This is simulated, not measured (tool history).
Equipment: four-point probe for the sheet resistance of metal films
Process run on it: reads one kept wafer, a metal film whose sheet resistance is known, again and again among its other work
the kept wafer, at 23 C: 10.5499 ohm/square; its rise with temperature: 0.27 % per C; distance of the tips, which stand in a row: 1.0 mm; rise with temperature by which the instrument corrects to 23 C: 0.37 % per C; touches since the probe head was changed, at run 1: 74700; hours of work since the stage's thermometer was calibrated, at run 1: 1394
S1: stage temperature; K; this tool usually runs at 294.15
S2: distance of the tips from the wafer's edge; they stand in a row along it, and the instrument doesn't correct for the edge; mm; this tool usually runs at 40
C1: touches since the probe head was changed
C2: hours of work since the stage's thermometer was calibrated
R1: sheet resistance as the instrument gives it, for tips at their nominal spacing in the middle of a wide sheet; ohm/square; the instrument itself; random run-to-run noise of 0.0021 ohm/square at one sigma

Run 1, hour 0: usual settings; C1 74700; C2 1394. Result: R1 10.512316 ohm/square.
Run 2, hour 61: usual settings but S2 34 mm; C1 77280; C2 1434. Result: R1 10.511284 ohm/square.
Run 3, hour 93.4: usual settings but S2 34 mm; C1 78648; C2 1455. Result: R1 10.51331 ohm/square.
Run 4, hour 151.6: usual settings but S2 34 mm; C1 81108; C2 1493. Result: R1 10.508686 ohm/square.
Run 5, hour 224.5: usual settings but S2 34 mm; C1 84190; C2 1540. Result: R1 10.504825 ohm/square.
Run 6, hour 255.1: usual settings; C1 85486; C2 1560. Result: R1 10.506835 ohm/square.
Run 7, hour 302.6: usual settings but S1 295.15 K; C1 87493; C2 1591. Result: R1 10.490677 ohm/square.
Run 8, hour 338.9: usual settings but S1 295.15 K; C1 89028; C2 1615. Result: R1 10.494564 ohm/square.
Run 9, hour 370.5: usual settings but S1 295.15 K, S2 5 mm; C1 90363; C2 1636. Result: R1 10.711299 ohm/square.
Run 10, hour 424.6: usual settings but S1 304.15 K, S2 5 mm; C1 92650; C2 1671. Result: R1 10.616992 ohm/square.
Run 11, hour 485: usual settings but S1 304.15 K, S2 5 mm; C1 95203; C2 1710. Result: R1 10.614511 ohm/square.
At hour 535.1: new probe head fitted.
Run 12, hour 547.9: usual settings but S1 304.15 K, S2 5 mm; C1 540; C2 1751. Result: R1 10.71864 ohm/square.
Run 13, hour 602.9: usual settings but S2 55 mm; C1 2867; C2 1787. Result: R1 10.601513 ohm/square.
Run 14, hour 668.8: usual settings but S1 305.15 K; C1 5652; C2 1830. Result: R1 10.485407 ohm/square.
Run 15, hour 726.3: usual settings; C1 8084; C2 1867. Result: R1 10.601301 ohm/square.
Run 16, hour 799.1: usual settings but S2 28 mm; C1 11162; C2 1915. Result: R1 10.599996 ohm/square.
Run 17, hour 833.4: usual settings; C1 12610; C2 1937. Result: R1 10.59225 ohm/square.
Run 18, hour 875.6: usual settings; C1 14393; C2 1965. Result: R1 10.59491 ohm/square.
Run 19, hour 951.5: usual settings but S2 64 mm; C1 17604; C2 2014. Result: R1 10.586792 ohm/square.
Run 20, hour 1016.6: usual settings but S2 64 mm; C1 20358; C2 2057. Result: R1 10.586933 ohm/square.
Run 21, hour 1089.3: usual settings but S1 292.15 K, S2 13 mm; C1 23431; C2 2104. Result: R1 10.638866 ohm/square.
Run 22, hour 1156.1: usual settings but S1 291.15 K, S2 4 mm; C1 26255; C2 2148. Result: R1 10.961842 ohm/square.
At hour 1161.7: stage's thermometer calibrated.
Run 23, hour 1227.8: usual settings but S1 297.15 K, S2 8 mm; C1 29262; C2 43. Result: R1 10.642554 ohm/square.
Run 24, hour 1279.8: usual settings but S1 307.15 K, S2 13 mm; C1 31463; C2 77. Result: R1 10.484183 ohm/square.
At hour 1293.2: stage's thermometer calibrated, once more.
Run 25, hour 1330.3: usual settings but S1 295.15 K; C1 33575; C2 24. Result: R1 10.542993 ohm/square.
Run 26, hour 1381.6: usual settings but S1 295.15 K; C1 35745; C2 58. Result: R1 10.542483 ohm/square.
Run 27, hour 1426.4: usual settings but S1 305.15 K, S2 26 mm; C1 37638; C2 87. Result: R1 10.445292 ohm/square.
Run 28, hour 1489.7: usual settings but S1 305.15 K, S2 26 mm; C1 40317; C2 128. Result: R1 10.450072 ohm/square.
Run 29, hour 1521.7: usual settings but S1 307.15 K, S2 58 mm; C1 41667; C2 149. Result: R1 10.422026 ohm/square.
Run 30, hour 1589.1: usual settings but S1 307.15 K, S2 58 mm; C1 44515; C2 193. Result: R1 10.418757 ohm/square.
Run 31, hour 1630: usual settings but S1 307.15 K, S2 58 mm; C1 46247; C2 220. Result: R1 10.418193 ohm/square.
Run 32, hour 1690.3: usual settings but S1 307.15 K, S2 58 mm; C1 48794; C2 259. Result: R1 10.41555 ohm/square.
Run 33, hour 1763.9: usual settings but S2 4 mm; C1 51905; C2 307. Result: R1 10.883237 ohm/square.
Run 34, hour 1830.5: usual settings but S1 299.15 K, S2 12 mm; C1 54723; C2 351. Result: R1 10.529531 ohm/square.
Run 35, hour 1881: usual settings but S1 299.15 K, S2 11 mm; C1 56857; C2 383. Result: R1 10.532127 ohm/square.
Run 36, hour 1938.9: usual settings but S1 299.15 K, S2 11 mm; C1 59306; C2 421. Result: R1 10.529606 ohm/square.
Run 37, hour 1973.2: usual settings but S1 293.15 K, S2 13 mm; C1 60755; C2 444. Result: R1 10.584009 ohm/square.

Hidden condition of the tool, last listed run before each entry between runs versus first listed run after:
After run 11, before run 12: new probe head fitted (hour 535.1)
  inner tips' distance over the nominal, %: -0.811 -> 0.079; tips' flats over new ones', %: 136 -> 1; wafer's true temperature over the reading, C: 0.64 -> 0.66
  what was measured, less what the result would be without the hidden state, R1: -0.075645 -> +0.027588 ohm/square
After run 22, before run 23: stage's thermometer calibrated (hour 1161.7)
  inner tips' distance over the nominal, %: -0.091 -> -0.112; tips' flats over new ones', %: 39 -> 44; wafer's true temperature over the reading, C: 0.78 -> 0.95
  what was measured, less what the result would be without the hidden state, R1: +0.012469 -> +0.013987 ohm/square
After run 24, before run 25: stage's thermometer calibrated, once more (hour 1293.2)
  inner tips' distance over the nominal, %: -0.127 -> -0.142; tips' flats over new ones', %: 47 -> 50; wafer's true temperature over the reading, C: 0.96 -> -0.03
  what was measured, less what the result would be without the hidden state, R1: +0.011697 -> -0.016989 ohm/square
